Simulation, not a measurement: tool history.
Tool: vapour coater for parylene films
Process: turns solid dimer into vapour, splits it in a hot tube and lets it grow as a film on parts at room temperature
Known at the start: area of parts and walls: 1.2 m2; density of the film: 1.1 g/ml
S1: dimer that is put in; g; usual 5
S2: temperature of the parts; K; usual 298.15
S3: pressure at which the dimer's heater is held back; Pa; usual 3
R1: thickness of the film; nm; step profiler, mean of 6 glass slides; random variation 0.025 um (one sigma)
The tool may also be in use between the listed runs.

{"run": 1, "hour": 0.0, "S1": 5, "S2": 298.15, "S3": 3, "R1": 2480}
{"run": 2, "hour": 18.2, "S1": 5, "S2": 298.15, "S3": 3, "R1": 2460}
{"run": 3, "hour": 29.3, "S1": 3, "S2": 298.15, "S3": 3, "R1": 1450}
{"run": 4, "hour": 42.4, "S1": 5, "S2": 297.15, "S3": 3, "R1": 2540}
{"run": 5, "hour": 58.9, "S1": 5, "S2": 297.15, "S3": 3, "R1": 2540}
{"hour": 76.0, "done": "trap's valve overhauled"}
{"run": 6, "hour": 79.7, "S1": 5, "S2": 297.15, "S3": 3, "R1": 2920}
{"run": 7, "hour": 90.9, "S1": 5, "S2": 297.15, "S3": 3, "R1": 2930}
{"run": 8, "hour": 105.0, "S1": 5, "S2": 297.15, "S3": 3, "R1": 2960}
{"run": 9, "hour": 122.1, "S1": 5, "S2": 297.15, "S3": 3, "R1": 2900}
{"run": 10, "hour": 140.3, "S1": 5, "S2": 297.15, "S3": 3, "R1": 2870}
{"run": 11, "hour": 150.4, "S1": 5, "S2": 299.15, "S3": 5.75, "R1": 2410}
{"run": 12, "hour": 163.6, "S1": 2, "S2": 299.15, "S3": 3.69, "R1": 1030}
{"run": 13, "hour": 174.7, "S1": 7, "S2": 308.15, "S3": 9.8, "R1": 2020}
{"run": 14, "hour": 189.0, "S1": 4, "S2": 306.15, "S3": 8.43, "R1": 1300}
{"run": 15, "hour": 196.4, "S1": 4, "S2": 306.15, "S3": 8.43, "R1": 1280}
{"run": 16, "hour": 214.4, "S1": 5, "S2": 301.15, "S3": 3.57, "R1": 2340}
{"run": 17, "hour": 230.0, "S1": 5, "S2": 301.15, "S3": 3.57, "R1": 2300}

Forecast each of these 5 alternatives for the next run:
{"run": "A", "hour": 242.8, "S1": 5, "S2": 292.15, "S3": 3, "R1": "?"}
{"run": "B", "hour": 242.8, "S1": 3, "S2": 304.15, "S3": 8.3, "R1": "?"}
{"run": "C", "hour": 242.8, "S1": 2, "S2": 293.15, "S3": 10.78, "R1": "?"}
{"run": "D", "hour": 242.8, "S1": 4, "S2": 304.15, "S3": 4.49, "R1": "?"}
{"run": "E", "hour": 242.8, "S1": 5, "S2": 301.15, "S3": 8.2, "R1": "?"}

run=A R1=3630
run=B R1=1080
run=C R1=1120
run=D R1=1530
run=E R1=2050
Without the tool's hidden state the same runs would have given:
run=A R1=3700
run=B R1=1100
run=C R1=1140
run=D R1=1560
run=E R1=2090
